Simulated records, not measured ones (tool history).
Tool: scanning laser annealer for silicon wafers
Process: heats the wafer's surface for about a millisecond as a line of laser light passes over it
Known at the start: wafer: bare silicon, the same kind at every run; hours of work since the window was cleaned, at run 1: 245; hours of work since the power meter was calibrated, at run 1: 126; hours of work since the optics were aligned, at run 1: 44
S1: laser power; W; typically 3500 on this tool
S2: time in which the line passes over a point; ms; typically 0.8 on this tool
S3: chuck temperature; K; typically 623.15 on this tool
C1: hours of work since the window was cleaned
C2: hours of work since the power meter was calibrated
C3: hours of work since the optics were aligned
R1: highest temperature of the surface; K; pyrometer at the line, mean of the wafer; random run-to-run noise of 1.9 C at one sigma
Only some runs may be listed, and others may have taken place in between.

run,hour,S1,S2,S3,C1,C2,C3,R1
1,0,3500,0.8,623.15,245,126,44,1449.15
2,5.8,3500,0.8,623.15,249,130,48,1444.15
3,17.7,3500,0.8,623.15,257,138,56,1447.15
4,27.4,3500,0.8,623.15,264,145,63,1443.15
5,36.4,3500,0.8,623.15,270,151,69,1445.15
6,44.6,3500,0.8,623.15,275,156,75,1451.15
7,51.6,3500,0.8,596.15,280,161,79,1416.15
8,60.5,3437,0.8,623.15,286,167,85,1431.15
9,68.6,3437,0.8,623.15,292,173,91,1426.15
10,74.9,3437,0.8,623.15,296,177,95,1427.15
11,86.3,3437,0.8,623.15,304,185,103,1428.15
12,94.3,3437,0.8,623.15,309,190,109,1429.15
13,101.2,3500,0.763,623.15,314,195,113,1431.15
14,110.9,3500,0.763,623.15,321,202,120,1432.15
15,117,3383,0.671,657.15,325,206,124,1389.15
16,124.7,3828,0.846,595.15,330,211,129,1534.15
17,133.8,3828,0.846,595.15,336,217,135,1531.15
18,139.8,3055,0.985,646.15,340,222,140,1416.15
19,149.2,3055,0.985,646.15,347,228,146,1414.15
20,160.8,3023,0.576,662.15,355,236,154,1263.15
21,173.6,3023,0.576,662.15,363,245,163,1264.15
22,185.1,3023,0.576,662.15,371,252,171,1266.15
23,190.4,3023,0.576,662.15,375,256,174,1265.15

Consider 3 possible next runs. They are alternatives, not a sequence: every one starts from the tool as it was left by run 23. What does each give?
A,198.3,3394,0.582,662.15,380,261,180,?
B,198.3,3282,0.576,637.15,380,261,180,?
C,198.3,3186,0.576,662.15,380,261,180,?

run,R1
A,1357.15
B,1303.15
C,1303.15
With no hidden state in the tool, these same runs would have given:
run,R1
A,1357.15
B,1304.15
C,1303.15
